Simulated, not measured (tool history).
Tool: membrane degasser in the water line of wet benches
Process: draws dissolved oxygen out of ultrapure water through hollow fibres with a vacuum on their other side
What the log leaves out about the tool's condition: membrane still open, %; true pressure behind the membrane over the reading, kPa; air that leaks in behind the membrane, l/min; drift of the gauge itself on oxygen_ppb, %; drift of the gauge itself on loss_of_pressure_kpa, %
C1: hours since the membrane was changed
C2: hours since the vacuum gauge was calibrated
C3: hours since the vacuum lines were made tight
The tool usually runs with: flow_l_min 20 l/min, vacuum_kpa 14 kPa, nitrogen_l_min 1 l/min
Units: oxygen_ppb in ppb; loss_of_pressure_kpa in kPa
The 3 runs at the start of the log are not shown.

run 4 hour=146.6 | flow_l_min=20 vacuum_kpa=14 nitrogen_l_min=1 | C1=745 C2=2616 C3=2055 | oxygen_ppb=503.2 loss_of_pressure_kpa=43.34
run 5 hour=187.9 | flow_l_min=20 vacuum_kpa=14 nitrogen_l_min=1 | C1=786 C2=2657 C3=2096 | oxygen_ppb=508 loss_of_pressure_kpa=42.87
run 6 hour=218.7 | flow_l_min=20 vacuum_kpa=29.4 nitrogen_l_min=1 | C1=817 C2=2688 C3=2127 | oxygen_ppb=1065.9 loss_of_pressure_kpa=43.38
run 7 hour=250.3 | flow_l_min=20 vacuum_kpa=14 nitrogen_l_min=0.4 | C1=849 C2=2720 C3=2158 | oxygen_ppb=974.4 loss_of_pressure_kpa=43.46
run 8 hour=282.4 | flow_l_min=20 vacuum_kpa=14 nitrogen_l_min=0.4 | C1=881 C2=2752 C3=2190 | oxygen_ppb=981.8 loss_of_pressure_kpa=43.45
run 9 hour=322.6 | flow_l_min=20 vacuum_kpa=14 nitrogen_l_min=0.4 | C1=921 C2=2792 C3=2231 | oxygen_ppb=997.5 loss_of_pressure_kpa=43.41
run 10 hour=371 | flow_l_min=20 vacuum_kpa=14 nitrogen_l_min=0.6 | C1=970 C2=2841 C3=2279 | oxygen_ppb=736.3 loss_of_pressure_kpa=43.23
run 11 hour=402.3 | flow_l_min=20 vacuum_kpa=14 nitrogen_l_min=0.6 | C1=1001 C2=2872 C3=2310 | oxygen_ppb=737.6 loss_of_pressure_kpa=43.39
run 12 hour=450 | flow_l_min=20 vacuum_kpa=14 nitrogen_l_min=0.6 | C1=1049 C2=2920 C3=2358 | oxygen_ppb=736.6 loss_of_pressure_kpa=43.57
run 13 hour=497.3 | flow_l_min=20 vacuum_kpa=16.8 nitrogen_l_min=0.6 | C1=1096 C2=2967 C3=2405 | oxygen_ppb=909.3 loss_of_pressure_kpa=43.16
run 14 hour=541 | flow_l_min=20 vacuum_kpa=16.8 nitrogen_l_min=0.6 | C1=1140 C2=3011 C3=2449 | oxygen_ppb=908.6 loss_of_pressure_kpa=42.95
run 15 hour=566.8 | flow_l_min=20 vacuum_kpa=14 nitrogen_l_min=1 | C1=1165 C2=3036 C3=2475 | oxygen_ppb=500.1 loss_of_pressure_kpa=43.49
run 16 hour=617.8 | flow_l_min=20 vacuum_kpa=14 nitrogen_l_min=1 | C1=1216 C2=3087 C3=2526 | oxygen_ppb=506.8 loss_of_pressure_kpa=43.61
run 17 hour=648.5 | flow_l_min=20 vacuum_kpa=14 nitrogen_l_min=1 | C1=1247 C2=3118 C3=2556 | oxygen_ppb=509.3 loss_of_pressure_kpa=43.3
run 18 hour=673.2 | flow_l_min=18 vacuum_kpa=14 nitrogen_l_min=1 | C1=1272 C2=3143 C3=2581 | oxygen_ppb=457 loss_of_pressure_kpa=38.92
run 19 hour=705.9 | flow_l_min=25 vacuum_kpa=10 nitrogen_l_min=0.54 | C1=1305 C2=3176 C3=2614 | oxygen_ppb=644.4 loss_of_pressure_kpa=54.54
run 20 hour=757.3 | flow_l_min=12 vacuum_kpa=28.4 nitrogen_l_min=0.64 | C1=1356 C2=3227 C3=2665 | oxygen_ppb=989.2 loss_of_pressure_kpa=26.33
run 21 hour=809.4 | flow_l_min=20 vacuum_kpa=28.4 nitrogen_l_min=1.42 | C1=1408 C2=3279 C3=2717 | oxygen_ppb=789 loss_of_pressure_kpa=43.3
run 22 hour=851.9 | flow_l_min=26 vacuum_kpa=16.2 nitrogen_l_min=1.11 | C1=1451 C2=3322 C3=2760 | oxygen_ppb=686.9 loss_of_pressure_kpa=56.62
run 23 hour=877.4 | flow_l_min=21 vacuum_kpa=12.1 nitrogen_l_min=1 | C1=1476 C2=3347 C3=2785 | oxygen_ppb=451 loss_of_pressure_kpa=45.65

The next listed run, before its measurement:
run 24 hour=919 | flow_l_min=21 vacuum_kpa=12.1 nitrogen_l_min=1 | C1=1518 C2=3389 C3=2827 | oxygen_ppb=? loss_of_pressure_kpa=?

Run 24 came out at oxygen_ppb 448.5 ppb, loss_of_pressure_kpa 45.7 kPa.
Were there no unlogged condition in the tool, this run, its random variation unchanged, would have produced oxygen_ppb 433.8 ppb, loss_of_pressure_kpa 45.38 kPa.
